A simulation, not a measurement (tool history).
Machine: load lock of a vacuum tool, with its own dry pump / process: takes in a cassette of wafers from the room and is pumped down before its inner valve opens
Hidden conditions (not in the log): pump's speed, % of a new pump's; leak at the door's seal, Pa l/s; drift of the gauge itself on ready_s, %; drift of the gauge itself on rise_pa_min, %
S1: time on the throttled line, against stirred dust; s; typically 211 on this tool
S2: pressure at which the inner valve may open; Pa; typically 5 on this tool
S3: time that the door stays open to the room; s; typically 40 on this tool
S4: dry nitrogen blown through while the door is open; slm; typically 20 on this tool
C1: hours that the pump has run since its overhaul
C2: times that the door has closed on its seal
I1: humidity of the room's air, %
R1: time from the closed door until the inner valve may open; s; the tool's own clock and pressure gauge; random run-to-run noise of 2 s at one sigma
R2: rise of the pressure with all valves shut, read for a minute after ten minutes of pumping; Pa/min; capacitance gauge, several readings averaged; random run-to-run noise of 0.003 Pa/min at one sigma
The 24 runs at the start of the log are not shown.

run	hour	S1	S2	S3	S4	C1	C2	I1	R1	R2
25	1826.8	211	7	40	7	2309	2826	46.1	334.3	0.030
26	1883.6	211	9	53	20	2366	3060	44.2	329.8	0.029
27	1943.4	173	7	165	9	2425	3305	44.8	304.3	0.053
28	2032.7	113	7	165	9	2515	3672	46.2	253.2	0.058
29	2081.7	113	4	28	9	2564	3873	45.9	259.7	0.034
30	2125.7	211	5	52	20	2608	4054	41.8	339.3	0.037
31	2185.4	211	5	52	20	2667	4299	44.6	346.2	0.033
32	2236.3	211	5	52	20	2718	4508	44.0	341.7	0.038
33	2329.8	317	5	161	20	2812	4893	43.2	433.6	0.054
34	2381.7	211	5	199	10	2864	5106	45.5	344.1	0.066
35	2442.4	137	9	117	4	2924	5355	43.4	267.1	0.066
36	2502.6	211	5	40	15	2985	5602	43.6	343.4	0.051
37	2586.3	211	5	28	20	3068	5946	43.6	344.6	0.046

Predict each of these 3 candidate next runs independently; none follows another, all start after run 37:
A	2675.6	254	10	40	20	3158	6313	45.9	?	?
B	2675.6	159	5	28	7	3158	6313	46.4	?	?
C	2675.6	139	5	40	20	3158	6313	46.0	?	?

run	R1	R2
A	366.4	0.055
B	300.4	0.057
C	280.0	0.053
What these runs would have given with no unlogged condition in the tool:
run	R1	R2
A	359.6	0.008
B	292.1	0.010
C	271.6	0.007
